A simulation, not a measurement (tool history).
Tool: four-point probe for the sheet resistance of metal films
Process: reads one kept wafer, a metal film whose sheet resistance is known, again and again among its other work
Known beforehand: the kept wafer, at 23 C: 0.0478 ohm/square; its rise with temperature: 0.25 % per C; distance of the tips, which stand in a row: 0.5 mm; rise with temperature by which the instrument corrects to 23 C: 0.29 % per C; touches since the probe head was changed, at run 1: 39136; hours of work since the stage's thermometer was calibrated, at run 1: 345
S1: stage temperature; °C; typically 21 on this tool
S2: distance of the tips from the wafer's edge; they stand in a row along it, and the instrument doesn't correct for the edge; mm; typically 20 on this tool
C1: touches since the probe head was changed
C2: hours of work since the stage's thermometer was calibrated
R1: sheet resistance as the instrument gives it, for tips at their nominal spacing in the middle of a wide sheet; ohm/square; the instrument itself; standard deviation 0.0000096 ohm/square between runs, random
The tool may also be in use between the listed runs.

run	hour	S1	S2	C1	C2	R1
1	0.0	21	20	39136	345	0.047928
2	80.7	21	20	42424	382	0.047932
3	210.7	30	20	47725	441	0.047736
4	271.1	21	20	50189	468	0.047908
5	396.0	21	20	55281	525	0.047895
6	463.8	21	20	58045	556	0.047914
7	523.2	21	27	60466	583	0.047895
8	614.5	24	3	64184	624	0.048522
9	736.5	26	28	69159	679	0.047787
10	841.2	22	24	73427	727	0.047856
11	968.5	22	24	78617	784	0.047845
12	1038.1	25	6	81453	816	0.047960

5 options for the next run, each taken on its own from the tool as it stands now. Forecast them:
A	1135.0	21	11	85405	860	?
B	1135.0	34	10	85405	860	?
C	1135.0	25	8	85405	860	?
D	1135.0	24	19	85405	860	?
E	1135.0	27	68	85405	860	?

run	R1
A	0.047907
B	0.047662
C	0.047867
D	0.047801
E	0.047724
With the hidden condition removed and each run's random variation left untouched, the same runs would have given:
run	R1
A	0.047898
B	0.047654
C	0.047859
D	0.047793
E	0.047715

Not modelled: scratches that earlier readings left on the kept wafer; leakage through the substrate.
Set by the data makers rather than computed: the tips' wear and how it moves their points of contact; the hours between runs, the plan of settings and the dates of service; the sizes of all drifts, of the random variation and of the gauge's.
